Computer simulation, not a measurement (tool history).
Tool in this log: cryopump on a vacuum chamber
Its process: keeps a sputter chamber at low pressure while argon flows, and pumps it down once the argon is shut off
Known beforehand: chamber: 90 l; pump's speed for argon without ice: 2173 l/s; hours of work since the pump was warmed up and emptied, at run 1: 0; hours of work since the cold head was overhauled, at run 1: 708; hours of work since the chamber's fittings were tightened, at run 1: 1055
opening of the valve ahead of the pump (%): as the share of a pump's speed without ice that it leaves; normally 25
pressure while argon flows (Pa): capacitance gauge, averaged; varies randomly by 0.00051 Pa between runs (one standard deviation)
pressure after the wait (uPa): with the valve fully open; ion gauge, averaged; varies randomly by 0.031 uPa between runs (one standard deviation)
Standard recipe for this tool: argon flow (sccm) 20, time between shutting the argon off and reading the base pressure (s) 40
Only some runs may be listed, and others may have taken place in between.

run	hour	argon flow (sccm)	time between shutting the argon off and reading the base pressure (s)	opening of the valve ahead of the pump (%)	hours of work since the pump was warmed up and emptied	hours of work since the cold head was overhauled	hours of work since the chamber's fittings were tightened	pressure while argon flows (Pa)	pressure after the wait (uPa)
1	0.0	20	40	25	0	708	1055	0.0636	2.59
2	115.1	20	40	25	49	757	1104	0.0624	2.60
3	186.2	20	40	25	80	787	1135	0.0637	2.75
4	258.7	20	40	25	111	818	1166	0.0637	2.75
5	310.0	20	40	25	132	840	1188	0.0634	2.90
6	427.4	20	111	25	183	890	1238	0.0643	2.01
7	478.0	20	111	25	204	912	1259	0.0644	2.06
8	572.7	20	40	25	245	952	1300	0.0643	3.02
9	689.7	20	40	25	295	1002	1350	0.0655	3.13
# hour 765.9: pump warmed up, emptied and cooled again
10	819.3	20	40	25	23	1055	1403	0.0629	3.03
11	924.7	20	40	25	68	1100	1448	0.0637	3.04
12	1027.1	20	40	25	112	1144	1492	0.0632	3.23
13	1104.6	20	40	26	145	1177	1525	0.0616	3.20
14	1213.4	20	40	26	191	1224	1571	0.0610	3.25
15	1273.5	20	40	26	217	1249	1597	0.0621	3.36
16	1373.2	20	40	25	259	1292	1640	0.0645	3.49
# hour 1449.6: leaking fittings of the chamber tightened, without venting
17	1458.9	20	40	30	295	1328	4	0.0540	1.61
# hour 1531.2: pump warmed up, emptied and cooled again
18	1566.4	20	40	30	15	1372	48	0.0524	1.61
19	1680.5	22	45	25	64	1420	97	0.0697	1.52
20	1776.4	10	185	42	105	1461	138	0.0193	0.63
21	1875.3	10	170	42	147	1504	180	0.0184	0.72
22	1990.5	22	178	16	196	1553	229	0.1103	0.72
23	2064.3	22	22	27	228	1584	260	0.0661	2.96
24	2142.0	20	108	25	261	1618	294	0.0655	1.04
25	2247.1	20	108	25	306	1662	339	0.0656	1.07
# hour 2303.5: pump warmed up, emptied and cooled again
26	2352.3	20	108	25	21	1705	381	0.0625	1.06
27	2408.0	15	62	57	45	1729	405	0.0204	1.52
28	2465.6	15	62	57	69	1754	430	0.0217	1.53
29	2560.1	37	27	23	110	1794	470	0.1262	2.83
30	2618.1	37	27	23	134	1819	495	0.1270	2.78
31	2711.8	18	27	17	174	1859	535	0.0838	2.88
32	2809.8	8	216	21	216	1901	577	0.0310	1.06
33	2890.6	10	22	23	251	1935	611	0.0351	3.53
34	2940.7	10	22	23	272	1957	633	0.0348	3.55
35	3021.0	10	22	23	307	1991	667	0.0353	3.54

Pick out some run-to-run changes in pressure while argon flows (Pa). Of each, how much would a tool without hidden state show as well, from the settings, what came in and chance, and how much is left for the hidden state and any gauge scatter not in both results compared?
The hidden state here: pump's speed, % of a pump's without ice; cold plate's temperature, K; leak into the chamber, uPa l/s; drift of the gauge itself on working_pa, %; drift of the gauge itself on base_upa, %.
Run 9 -> 10: pump warmed up, emptied and cooled again. pressure while argon flows (Pa) -0.0026: hidden state -0.0028, all else +0.0002.
Run 17 -> 18: pump warmed up, emptied and cooled again. pressure while argon flows (Pa) -0.0016: hidden state -0.0024, all else +0.0008.
Run 21 -> 22: argon flow (sccm) 10 -> 22, time between shutting the argon off and reading the base pressure (s) 170 -> 178, opening of the valve ahead of the pump (%) 42 -> 16. pressure while argon flows (Pa) +0.0919: hidden state +0.0014, all else +0.0905.
Run 25 -> 26: pump warmed up, emptied and cooled again. pressure while argon flows (Pa) -0.0031: hidden state -0.0027, all else -0.0004.
Run 28 -> 29: argon flow (sccm) 15 -> 37, time between shutting the argon off and reading the base pressure (s) 62 -> 27, opening of the valve ahead of the pump (%) 57 -> 23. pressure while argon flows (Pa) +0.1045: hidden state +0.0015, all else +0.1030.
Run 31 -> 32: argon flow (sccm) 18 -> 8, time between shutting the argon off and reading the base pressure (s) 27 -> 216, opening of the valve ahead of the pump (%) 17 -> 21. pressure while argon flows (Pa) -0.0528: hidden state -0.0007, all else -0.0521.
